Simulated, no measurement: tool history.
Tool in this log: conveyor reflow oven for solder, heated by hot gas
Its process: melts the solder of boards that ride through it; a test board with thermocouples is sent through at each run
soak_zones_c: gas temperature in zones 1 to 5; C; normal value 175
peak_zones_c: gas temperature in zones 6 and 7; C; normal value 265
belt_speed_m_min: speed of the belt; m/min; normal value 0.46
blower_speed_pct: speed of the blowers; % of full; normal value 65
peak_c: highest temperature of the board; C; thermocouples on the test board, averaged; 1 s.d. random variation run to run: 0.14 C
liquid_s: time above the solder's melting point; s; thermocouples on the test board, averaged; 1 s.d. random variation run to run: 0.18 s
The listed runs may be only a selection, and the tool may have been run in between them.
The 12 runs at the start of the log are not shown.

| run | hour | soak_zones_c | peak_zones_c | belt_speed_m_min | blower_speed_pct | hours of work since the flux was cleaned out | hours of work since the belt drive was overhauled | hours of work since the thermocouples were changed | peak_c | liquid_s |
|---|---|---|---|---|---|---|---|---|---|---|
| 13 | 462.7 | 172 | 265 | 0.46 | 65 | 184 | 1299 | 194 | 250.3 | 77.5 |
| 14 | 488.6 | 175 | 265 | 0.46 | 65 | 201 | 1316 | 212 | 250.6 | 78.9 |
| 15 | 512.6 | 175 | 265 | 0.46 | 65 | 217 | 1331 | 227 | 250.3 | 78.8 |
| 16 | 545 | 175 | 265 | 0.422 | 65 | 238 | 1353 | 249 | 252.5 | 89.3 |
| 17 | 588.9 | 181 | 265 | 0.46 | 65 | 267 | 1382 | 278 | 251.1 | 82.9 |
|  | 596.7 | belt drive overhauled, speed set with a stopwatch |
| 18 | 638.4 | 175 | 270 | 0.441 | 65 | 297 | 27 | 308 | 255.6 | 89 |
|  | 686.8 | belt drive overhauled, speed set with a stopwatch, once more |
| 19 | 687.6 | 175 | 270 | 0.441 | 65 | 327 | 1 | 337 | 254.5 | 84.5 |
|  | 715.7 | flux residue cleaned out of gas plates and filters |
| 20 | 725.4 | 175 | 270 | 0.441 | 65 | 6 | 22 | 359 | 256.5 | 86.9 |
| 21 | 765.6 | 175 | 270 | 0.504 | 65 | 33 | 49 | 385 | 252.5 | 71.5 |
| 22 | 808.3 | 175 | 261 | 0.46 | 88 | 61 | 77 | 414 | 251.4 | 80.7 |
| 23 | 857.4 | 175 | 263 | 0.538 | 81 | 93 | 109 | 446 | 248 | 63.3 |
| 24 | 887.8 | 166 | 267 | 0.538 | 80 | 113 | 129 | 466 | 249.1 | 60.8 |
| 25 | 935.5 | 175 | 278 | 0.46 | 65 | 145 | 161 | 497 | 261.3 | 86.4 |
| 26 | 969.5 | 175 | 278 | 0.46 | 65 | 167 | 183 | 520 | 261.1 | 86.7 |
| 27 | 1000.9 | 175 | 262 | 0.46 | 65 | 188 | 204 | 540 | 247.1 | 73.9 |
| 28 | 1040.8 | 170 | 273 | 0.46 | 58 | 214 | 230 | 567 | 253.5 | 76.7 |
| 29 | 1083 | 170 | 273 | 0.46 | 58 | 242 | 258 | 594 | 253.2 | 77 |
| 30 | 1112.4 | 184 | 276 | 0.423 | 69 | 261 | 277 | 614 | 263.6 | 101.5 |
| 31 | 1151.1 | 165 | 265 | 0.46 | 75 | 287 | 303 | 639 | 249.1 | 72.2 |

Each row is a separate what-if for the run after 31, all from the same tool condition, not one after another. Results?
| A | 1188 | 182 | 265 | 0.46 | 75 | 311 | 327 | 664 | ? | ? |
| B | 1188 | 187 | 265 | 0.46 | 65 | 311 | 327 | 664 | ? | ? |
| C | 1188 | 165 | 265 | 0.46 | 66 | 311 | 327 | 664 | ? | ? |

| run | peak_c | liquid_s |
|---|---|---|
| A | 251.9 | 83.2 |
| B | 250.7 | 84.5 |
| C | 247.3 | 69.2 |
Had the tool no hidden state, the same runs would have come out as:
| run | peak_c | liquid_s |
|---|---|---|
| A | 254.8 | 85.9 |
| B | 253.4 | 87.1 |
| C | 250.4 | 73.1 |

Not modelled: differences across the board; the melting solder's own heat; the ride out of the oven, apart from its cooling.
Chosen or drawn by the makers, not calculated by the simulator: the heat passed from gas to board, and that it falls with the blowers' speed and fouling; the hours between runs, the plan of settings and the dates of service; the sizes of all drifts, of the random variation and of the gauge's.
